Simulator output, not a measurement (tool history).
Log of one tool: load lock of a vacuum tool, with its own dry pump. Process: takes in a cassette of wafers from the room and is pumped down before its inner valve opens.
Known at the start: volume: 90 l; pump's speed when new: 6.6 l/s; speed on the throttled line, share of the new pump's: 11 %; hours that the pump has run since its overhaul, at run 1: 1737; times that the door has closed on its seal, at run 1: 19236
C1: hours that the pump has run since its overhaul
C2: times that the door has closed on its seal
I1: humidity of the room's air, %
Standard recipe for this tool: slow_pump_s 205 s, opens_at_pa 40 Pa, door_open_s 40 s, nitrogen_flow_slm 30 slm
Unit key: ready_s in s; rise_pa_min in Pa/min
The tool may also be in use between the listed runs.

run 1 day=0 | slow_pump_s=205 opens_at_pa=40 door_open_s=40 nitrogen_flow_slm=30 | C1=1737 C2=19236 | I1=49 | ready_s=293 rise_pa_min=0.303
run 2 day=12.325 | slow_pump_s=205 opens_at_pa=40 door_open_s=40 nitrogen_flow_slm=30 | C1=2033 C2=20422 | I1=46 | ready_s=295.3 rise_pa_min=0.33
run 3 day=41.379 | slow_pump_s=205 opens_at_pa=40 door_open_s=40 nitrogen_flow_slm=30 | C1=2731 C2=23217 | I1=50.4 | ready_s=297 rise_pa_min=0.404
run 4 day=60.604 | slow_pump_s=205 opens_at_pa=40 door_open_s=213 nitrogen_flow_slm=30 | C1=3192 C2=25066 | I1=43.8 | ready_s=297.3 rise_pa_min=0.519
run 5 day=83.371 | slow_pump_s=205 opens_at_pa=40 door_open_s=40 nitrogen_flow_slm=30 | C1=3738 C2=27255 | I1=42.2 | ready_s=297.9 rise_pa_min=0.519
run 6 day=113.45 | slow_pump_s=205 opens_at_pa=40 door_open_s=40 nitrogen_flow_slm=30 | C1=4460 C2=30149 | I1=43.2 | ready_s=300.2 rise_pa_min=0.593
run 7 day=127.567 | slow_pump_s=205 opens_at_pa=40 door_open_s=101 nitrogen_flow_slm=30 | C1=4799 C2=31507 | I1=45.8 | ready_s=298.1 rise_pa_min=0.662
-- day=132.525 door's seal changed, seat wiped
run 8 day=155.779 | slow_pump_s=308 opens_at_pa=40 door_open_s=101 nitrogen_flow_slm=30 | C1=5475 C2=2236 | I1=45.2 | ready_s=389 rise_pa_min=0.069
run 9 day=170.183 | slow_pump_s=266 opens_at_pa=40 door_open_s=40 nitrogen_flow_slm=30 | C1=5820 C2=3622 | I1=45.5 | ready_s=355 rise_pa_min=0.057
run 10 day=190.804 | slow_pump_s=266 opens_at_pa=40 door_open_s=40 nitrogen_flow_slm=30 | C1=6315 C2=5606 | I1=45.9 | ready_s=356.5 rise_pa_min=0.072
run 11 day=216.25 | slow_pump_s=266 opens_at_pa=40 door_open_s=86 nitrogen_flow_slm=30 | C1=6926 C2=8053 | I1=45.7 | ready_s=364.3 rise_pa_min=0.127
run 12 day=242.267 | slow_pump_s=266 opens_at_pa=40 door_open_s=86 nitrogen_flow_slm=30 | C1=7550 C2=10555 | I1=47.3 | ready_s=359.5 rise_pa_min=0.151
run 13 day=262.417 | slow_pump_s=266 opens_at_pa=40 door_open_s=74 nitrogen_flow_slm=30 | C1=8034 C2=12494 | I1=50.4 | ready_s=362 rise_pa_min=0.178
run 14 day=277.717 | slow_pump_s=266 opens_at_pa=40 door_open_s=74 nitrogen_flow_slm=30 | C1=8401 C2=13965 | I1=45.1 | ready_s=359.8 rise_pa_min=0.203
run 15 day=292.725 | slow_pump_s=266 opens_at_pa=40 door_open_s=74 nitrogen_flow_slm=30 | C1=8761 C2=15409 | I1=42 | ready_s=365.4 rise_pa_min=0.226
run 16 day=311.608 | slow_pump_s=205 opens_at_pa=36 door_open_s=40 nitrogen_flow_slm=30 | C1=9215 C2=17225 | I1=40.4 | ready_s=313.2 rise_pa_min=0.245
run 17 day=331.35 | slow_pump_s=205 opens_at_pa=36 door_open_s=40 nitrogen_flow_slm=30 | C1=9688 C2=19124 | I1=46.6 | ready_s=316 rise_pa_min=0.279
run 18 day=359.283 | slow_pump_s=205 opens_at_pa=36 door_open_s=40 nitrogen_flow_slm=30 | C1=10359 C2=21811 | I1=42.3 | ready_s=316.5 rise_pa_min=0.331
run 19 day=372.362 | slow_pump_s=205 opens_at_pa=40 door_open_s=116 nitrogen_flow_slm=30 | C1=10673 C2=23069 | I1=43 | ready_s=316.1 rise_pa_min=0.4
run 20 day=386.383 | slow_pump_s=205 opens_at_pa=40 door_open_s=116 nitrogen_flow_slm=30 | C1=11009 C2=24418 | I1=46.7 | ready_s=314.6 rise_pa_min=0.432
run 21 day=398.95 | slow_pump_s=120 opens_at_pa=40 door_open_s=49 nitrogen_flow_slm=30 | C1=11311 C2=25627 | I1=45.5 | ready_s=248.3 rise_pa_min=0.441
run 22 day=411.762 | slow_pump_s=135 opens_at_pa=29 door_open_s=84 nitrogen_flow_slm=22 | C1=11618 C2=26859 | I1=44.6 | ready_s=264.3 rise_pa_min=0.488
run 23 day=430.029 | slow_pump_s=174 opens_at_pa=30 door_open_s=51 nitrogen_flow_slm=28 | C1=12057 C2=28616 | I1=45 | ready_s=297.9 rise_pa_min=0.51
run 24 day=447.175 | slow_pump_s=174 opens_at_pa=65 door_open_s=51 nitrogen_flow_slm=28 | C1=12468 C2=30265 | I1=43.8 | ready_s=286.5 rise_pa_min=0.566
-- day=463.021 dry pump taken out, an overhauled one fitted
-- day=466.225 door's seal changed, seat wiped
run 25 day=466.225 | slow_pump_s=384 opens_at_pa=47 door_open_s=40 nitrogen_flow_slm=4 | C1=75 C2=0 | I1=43.5 | ready_s=447.6 rise_pa_min=0.041
run 26 day=484.279 | slow_pump_s=305 opens_at_pa=68 door_open_s=97 nitrogen_flow_slm=33 | C1=509 C2=1736 | I1=46.8 | ready_s=371.5 rise_pa_min=0.06
run 27 day=512.933 | slow_pump_s=305 opens_at_pa=30 door_open_s=97 nitrogen_flow_slm=29 | C1=1196 C2=4492 | I1=47.1 | ready_s=388.5 rise_pa_min=0.088
run 28 day=530.95 | slow_pump_s=205 opens_at_pa=40 door_open_s=47 nitrogen_flow_slm=30 | C1=1629 C2=6225 | I1=48.3 | ready_s=297.3 rise_pa_min=0.077
run 29 day=554.421 | slow_pump_s=205 opens_at_pa=40 door_open_s=47 nitrogen_flow_slm=30 | C1=2192 C2=8483 | I1=44.3 | ready_s=295.6 rise_pa_min=0.114
run 30 day=571.838 | slow_pump_s=205 opens_at_pa=40 door_open_s=47 nitrogen_flow_slm=30 | C1=2610 C2=10158 | I1=44.3 | ready_s=296.6 rise_pa_min=0.139
run 31 day=592.717 | slow_pump_s=286 opens_at_pa=72 door_open_s=65 nitrogen_flow_slm=30 | C1=3111 C2=12167 | I1=37.4 | ready_s=360.4 rise_pa_min=0.165
run 32 day=607.992 | slow_pump_s=286 opens_at_pa=72 door_open_s=65 nitrogen_flow_slm=30 | C1=3478 C2=13636 | I1=47.2 | ready_s=363.3 rise_pa_min=0.195
run 33 day=630.621 | slow_pump_s=277 opens_at_pa=75 door_open_s=56 nitrogen_flow_slm=7 | C1=4021 C2=15813 | I1=42.8 | ready_s=356.1 rise_pa_min=0.25
run 34 day=644.642 | slow_pump_s=205 opens_at_pa=48 door_open_s=40 nitrogen_flow_slm=30 | C1=4357 C2=17161 | I1=45.9 | ready_s=299.2 rise_pa_min=0.247
run 35 day=667.179 | slow_pump_s=205 opens_at_pa=48 door_open_s=40 nitrogen_flow_slm=30 | C1=4898 C2=19329 | I1=44 | ready_s=299.1 rise_pa_min=0.292
run 36 day=680.588 | slow_pump_s=309 opens_at_pa=40 door_open_s=35 nitrogen_flow_slm=22 | C1=5220 C2=20619 | I1=42.3 | ready_s=390.2 rise_pa_min=0.333
run 37 day=706.333 | slow_pump_s=309 opens_at_pa=40 door_open_s=35 nitrogen_flow_slm=22 | C1=5838 C2=23095 | I1=43.5 | ready_s=399.7 rise_pa_min=0.386

Selected run-to-run steps in ready_s, each split into two signed amounts: the part the tool would show with no hidden state at all (from settings, incoming material and random variation), and the remainder, which goes to the hidden state together with any gauge scatter not common to the measured and the hidden-state-free results:
Hidden conditions of the tool in this case: pump's speed, % of a new pump's; leak at the door's seal, Pa l/s; drift of the gauge itself on ready_s, %; drift of the gauge itself on rise_pa_min, %.
Run 15 -> 16: slow_pump_s 266 -> 205, opens_at_pa 40 -> 36, door_open_s 74 -> 40. ready_s -52.2 s: hidden state +2.8, all else -55.
Run 20 -> 21: slow_pump_s 205 -> 120, door_open_s 116 -> 49. ready_s -66.3 s: hidden state +4.3, all else -70.6.
Run 24 -> 25: slow_pump_s 174 -> 384, opens_at_pa 65 -> 47, door_open_s 51 -> 40, nitrogen_flow_slm 28 -> 4, dry pump taken out, an overhauled one fitted, door's seal changed, seat wiped. ready_s +161.1 s: hidden state -28.2, all else +189.3.
Run 27 -> 28: slow_pump_s 305 -> 205, opens_at_pa 30 -> 40, door_open_s 97 -> 47, nitrogen_flow_slm 29 -> 30. ready_s -91.2 s: hidden state +1.3, all else -92.5.
Run 35 -> 36: slow_pump_s 205 -> 309, opens_at_pa 48 -> 40, door_open_s 40 -> 35, nitrogen_flow_slm 30 -> 22. ready_s +91.1 s: hidden state -0.7, all else +91.8.

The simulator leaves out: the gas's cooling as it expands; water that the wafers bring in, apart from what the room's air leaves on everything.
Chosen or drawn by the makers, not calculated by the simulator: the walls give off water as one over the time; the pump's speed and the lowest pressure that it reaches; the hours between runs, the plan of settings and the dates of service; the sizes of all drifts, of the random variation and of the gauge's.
